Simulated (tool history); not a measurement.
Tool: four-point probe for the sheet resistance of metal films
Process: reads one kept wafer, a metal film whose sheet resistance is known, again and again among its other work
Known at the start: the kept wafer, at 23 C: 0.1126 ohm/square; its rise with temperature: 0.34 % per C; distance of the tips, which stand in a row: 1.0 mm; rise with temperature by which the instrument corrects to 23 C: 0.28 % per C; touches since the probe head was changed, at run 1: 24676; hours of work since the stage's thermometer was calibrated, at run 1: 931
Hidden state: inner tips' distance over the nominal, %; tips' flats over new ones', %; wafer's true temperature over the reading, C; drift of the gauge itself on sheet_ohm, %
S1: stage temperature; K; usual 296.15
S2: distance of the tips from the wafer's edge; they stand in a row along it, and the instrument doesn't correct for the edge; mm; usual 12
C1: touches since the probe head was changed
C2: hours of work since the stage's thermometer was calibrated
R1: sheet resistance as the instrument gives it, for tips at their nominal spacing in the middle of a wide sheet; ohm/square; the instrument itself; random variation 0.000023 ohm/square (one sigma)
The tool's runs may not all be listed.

Run 1, hour 0: usual settings; C1 24676; C2 931. Result: R1 0.112184 ohm/square.
Run 2, hour 39.2: usual settings but S1 298.15 K; C1 26797; C2 957. Result: R1 0.112294 ohm/square.
Run 3, hour 58.9: usual settings; C1 27861; C2 970. Result: R1 0.112173 ohm/square.
Run 4, hour 95.1: usual settings; C1 29820; C2 994. Result: R1 0.112081 ohm/square.
Run 5, hour 129.2: usual settings; C1 31661; C2 1017. Result: R1 0.112038 ohm/square.
Run 6, hour 161.7: usual settings; C1 33419; C2 1038. Result: R1 0.11197 ohm/square.
Run 7, hour 195.5: usual settings but S1 304.15 K; C1 35244; C2 1061. Result: R1 0.112456 ohm/square.
Run 8, hour 225.2: usual settings but S1 297.15 K; C1 36849; C2 1080. Result: R1 0.112018 ohm/square.
Run 9, hour 244.7: usual settings; C1 37908; C2 1093. Result: R1 0.111888 ohm/square.
At hour 249: stage's thermometer calibrated.
Run 10, hour 264.1: usual settings; C1 38928; C2 10. Result: R1 0.111887 ohm/square.
Run 11, hour 305.7: usual settings; C1 41174; C2 38. Result: R1 0.111847 ohm/square.
At hour 318.6: stage's thermometer calibrated, once more.
Run 12, hour 342.2: usual settings; C1 43122; C2 16. Result: R1 0.11166 ohm/square.
Run 13, hour 360.7: usual settings; C1 44124; C2 28. Result: R1 0.111611 ohm/square.
Run 14, hour 390.7: usual settings; C1 45745; C2 48. Result: R1 0.111592 ohm/square.
Run 15, hour 426.5: usual settings; C1 47679; C2 72. Result: R1 0.111532 ohm/square.
Run 16, hour 454.1: usual settings but S1 300.15 K, S2 11 mm; C1 49172; C2 90. Result: R1 0.11186 ohm/square.
Run 17, hour 488.3: usual settings but S1 295.15 K, S2 29 mm; C1 51020; C2 113. Result: R1 0.111095 ohm/square.
Run 18, hour 525.8: usual settings but S1 302.15 K, S2 21 mm; C1 53048; C2 138. Result: R1 0.111526 ohm/square.
Run 19, hour 565.9: usual settings but S1 302.15 K, S2 14 mm; C1 55220; C2 164. Result: R1 0.111625 ohm/square.
Run 20, hour 585.6: usual settings but S1 306.15 K; C1 56281; C2 177. Result: R1 0.111977 ohm/square.
Run 21, hour 604.5: usual settings but S1 306.15 K; C1 57302; C2 190. Result: R1 0.111931 ohm/square.
Run 22, hour 633.5: usual settings but S1 307.15 K, S2 15 mm; C1 58871; C2 209. Result: R1 0.111902 ohm/square.
Run 23, hour 658.3: usual settings but S1 307.15 K, S2 15 mm; C1 60215; C2 226. Result: R1 0.111816 ohm/square.
Run 24, hour 675.5: usual settings but S1 307.15 K, S2 15 mm; C1 61145; C2 237. Result: R1 0.111797 ohm/square.
Run 25, hour 706.6: usual settings but S1 306.15 K, S2 16 mm; C1 62822; C2 258. Result: R1 0.111689 ohm/square.

5 ways to go on from here, each from the tool as it stands after run 25. What would each give?
Run A, hour 744.6: usual settings but S1 298.15 K, S2 4 mm; C1 64882; C2 283. Result: R1 ?.
Run B, hour 744.6: usual settings but S1 291.15 K, S2 4 mm; C1 64882; C2 283. Result: R1 ?.
Run C, hour 744.6: usual settings but S1 293.15 K, S2 14 mm; C1 64882; C2 283. Result: R1 ?.
Run D, hour 744.6: usual settings but S1 302.15 K, S2 23 mm; C1 64882; C2 283. Result: R1 ?.
Run E, hour 744.6: usual settings but S2 20 mm; C1 64882; C2 283. Result: R1 ?.

run        R1
  A  0.114515
  B     0.114
  C  0.110809
  D  0.111257
  E  0.110889
Without the tool's hidden state the same runs would have given:
run        R1
  A  0.116443
  B  0.115919
  C  0.112679
  D  0.113134
  E   0.11276
